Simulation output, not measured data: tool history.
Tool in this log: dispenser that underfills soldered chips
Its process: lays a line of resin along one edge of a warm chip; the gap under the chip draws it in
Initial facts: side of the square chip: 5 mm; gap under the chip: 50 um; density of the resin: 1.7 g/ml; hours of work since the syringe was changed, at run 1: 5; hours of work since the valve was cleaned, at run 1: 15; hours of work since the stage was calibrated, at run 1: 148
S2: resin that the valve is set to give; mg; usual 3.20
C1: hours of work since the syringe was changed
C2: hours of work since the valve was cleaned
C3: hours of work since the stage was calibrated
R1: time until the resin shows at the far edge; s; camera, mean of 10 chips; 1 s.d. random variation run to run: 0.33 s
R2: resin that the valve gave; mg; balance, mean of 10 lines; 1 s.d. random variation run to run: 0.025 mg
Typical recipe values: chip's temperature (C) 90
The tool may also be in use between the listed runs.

run 1 hour=0.0 | chip's_temperature_(C)=90 S2=3.20 | C1=5 C2=15 C3=148 | R1=16.3 R2=3.17
run 2 hour=3.0 | chip's_temperature_(C)=90 S2=3.20 | C1=7 C2=17 C3=150 | R1=19.1 R2=3.17
run 3 hour=7.9 | chip's_temperature_(C)=90 S2=3.20 | C1=10 C2=20 C3=153 | R1=23.3 R2=3.19
-- hour=9.5 new syringe of resin
run 4 hour=11.2 | chip's_temperature_(C)=76 S2=3.20 | C1=1 C2=22 C3=155 | R1=22.0 R2=3.11
run 5 hour=15.3 | chip's_temperature_(C)=90 S2=3.14 | C1=4 C2=25 C3=158 | R1=16.8 R2=3.10
run 6 hour=20.6 | chip's_temperature_(C)=90 S2=3.20 | C1=7 C2=28 C3=161 | R1=20.1 R2=3.13
run 7 hour=24.8 | chip's_temperature_(C)=90 S2=3.20 | C1=10 C2=31 C3=164 | R1=24.4 R2=3.12
-- hour=25.6 new syringe of resin
run 8 hour=27.9 | chip's_temperature_(C)=90 S2=3.20 | C1=1 C2=33 C3=166 | R1=14.7 R2=3.12
run 9 hour=33.0 | chip's_temperature_(C)=90 S2=3.20 | C1=5 C2=37 C3=169 | R1=17.5 R2=3.09
run 10 hour=36.5 | chip's_temperature_(C)=90 S2=3.20 | C1=7 C2=39 C3=172 | R1=19.4 R2=3.14
run 11 hour=40.5 | chip's_temperature_(C)=90 S2=3.20 | C1=10 C2=41 C3=174 | R1=23.7 R2=3.09
-- hour=42.0 new syringe of resin
run 12 hour=46.2 | chip's_temperature_(C)=90 S2=3.20 | C1=3 C2=45 C3=178 | R1=15.2 R2=3.05
run 13 hour=48.7 | chip's_temperature_(C)=90 S2=3.24 | C1=4 C2=47 C3=179 | R1=16.6 R2=3.18
run 14 hour=51.5 | chip's_temperature_(C)=90 S2=3.24 | C1=6 C2=49 C3=181 | R1=18.9 R2=3.12
run 15 hour=54.5 | chip's_temperature_(C)=90 S2=3.24 | C1=8 C2=51 C3=183 | R1=21.2 R2=3.12
-- hour=58.4 new syringe of resin
run 16 hour=59.0 | chip's_temperature_(C)=90 S2=3.78 | C1=0 C2=53 C3=186 | R1=13.1 R2=3.66
run 17 hour=61.8 | chip's_temperature_(C)=90 S2=3.78 | C1=2 C2=55 C3=188 | R1=14.3 R2=3.63
run 18 hour=66.3 | chip's_temperature_(C)=90 S2=3.78 | C1=5 C2=58 C3=191 | R1=16.9 R2=3.62
run 19 hour=70.7 | chip's_temperature_(C)=90 S2=4.11 | C1=8 C2=61 C3=194 | R1=20.1 R2=3.89
run 20 hour=74.0 | chip's_temperature_(C)=81 S2=3.21 | C1=10 C2=63 C3=196 | R1=33.0 R2=3.05
-- hour=74.8 new syringe of resin
run 21 hour=78.2 | chip's_temperature_(C)=81 S2=3.21 | C1=2 C2=66 C3=199 | R1=20.8 R2=3.06
run 22 hour=82.4 | chip's_temperature_(C)=99 S2=3.29 | C1=5 C2=69 C3=201 | R1=13.6 R2=3.15
-- hour=84.1 dispensing valve cleaned and set on the balance
run 23 hour=86.1 | chip's_temperature_(C)=99 S2=3.29 | C1=7 C2=1 C3=203 | R1=14.7 R2=3.26
run 24 hour=89.3 | chip's_temperature_(C)=99 S2=3.29 | C1=9 C2=3 C3=205 | R1=16.7 R2=3.27
-- hour=92.0 new syringe of resin
run 25 hour=93.1 | chip's_temperature_(C)=97 S2=3.02 | C1=1 C2=6 C3=208 | R1=10.9 R2=3.04
run 26 hour=95.9 | chip's_temperature_(C)=97 S2=3.02 | C1=3 C2=8 C3=210 | R1=11.8 R2=3.06
run 27 hour=101.1 | chip's_temperature_(C)=79 S2=3.11 | C1=6 C2=11 C3=213 | R1=27.4 R2=3.09
run 28 hour=103.7 | chip's_temperature_(C)=95 S2=2.71 | C1=8 C2=13 C3=215 | R1=17.7 R2=2.71
-- hour=108.3 new syringe of resin
run 29 hour=108.3 | chip's_temperature_(C)=96 S2=3.02 | C1=0 C2=16 C3=217 | R1=10.5 R2=3.03
run 30 hour=110.6 | chip's_temperature_(C)=96 S2=3.02 | C1=2 C2=17 C3=219 | R1=11.3 R2=3.02
run 31 hour=115.0 | chip's_temperature_(C)=87 S2=3.93 | C1=4 C2=20 C3=222 | R1=18.5 R2=3.90
run 32 hour=118.7 | chip's_temperature_(C)=82 S2=4.12 | C1=7 C2=22 C3=224 | R1=24.9 R2=4.09
run 33 hour=123.9 | chip's_temperature_(C)=82 S2=4.12 | C1=10 C2=26 C3=228 | R1=31.0 R2=4.05
-- hour=124.5 new syringe of resin
run 34 hour=129.5 | chip's_temperature_(C)=90 S2=3.10 | C1=3 C2=29 C3=231 | R1=15.9 R2=3.03

Branching from run 34: 4 alternative next runs. What would each branch give?
run A hour=132.5 | chip's_temperature_(C)=86 S2=2.77 | C1=5 C2=31 C3=233 | R1=? R2=?
run B hour=132.5 | chip's_temperature_(C)=87 S2=3.10 | C1=5 C2=31 C3=233 | R1=? R2=?
run C hour=132.5 | chip's_temperature_(C)=103 S2=4.00 | C1=5 C2=31 C3=233 | R1=? R2=?
run D hour=132.5 | chip's_temperature_(C)=99 S2=3.42 | C1=5 C2=31 C3=233 | R1=? R2=?

run=A R1=21.4 R2=2.69
run=B R1=19.3 R2=3.03
run=C R1=11.3 R2=3.93
run=D R1=13.1 R2=3.36
With the hidden condition removed and each run's random variation left untouched, the same runs would have given:
run=A R1=15.7 R2=2.74
run=B R1=14.1 R2=3.08
run=C R1=8.3 R2=3.99
run=D R1=9.6 R2=3.41

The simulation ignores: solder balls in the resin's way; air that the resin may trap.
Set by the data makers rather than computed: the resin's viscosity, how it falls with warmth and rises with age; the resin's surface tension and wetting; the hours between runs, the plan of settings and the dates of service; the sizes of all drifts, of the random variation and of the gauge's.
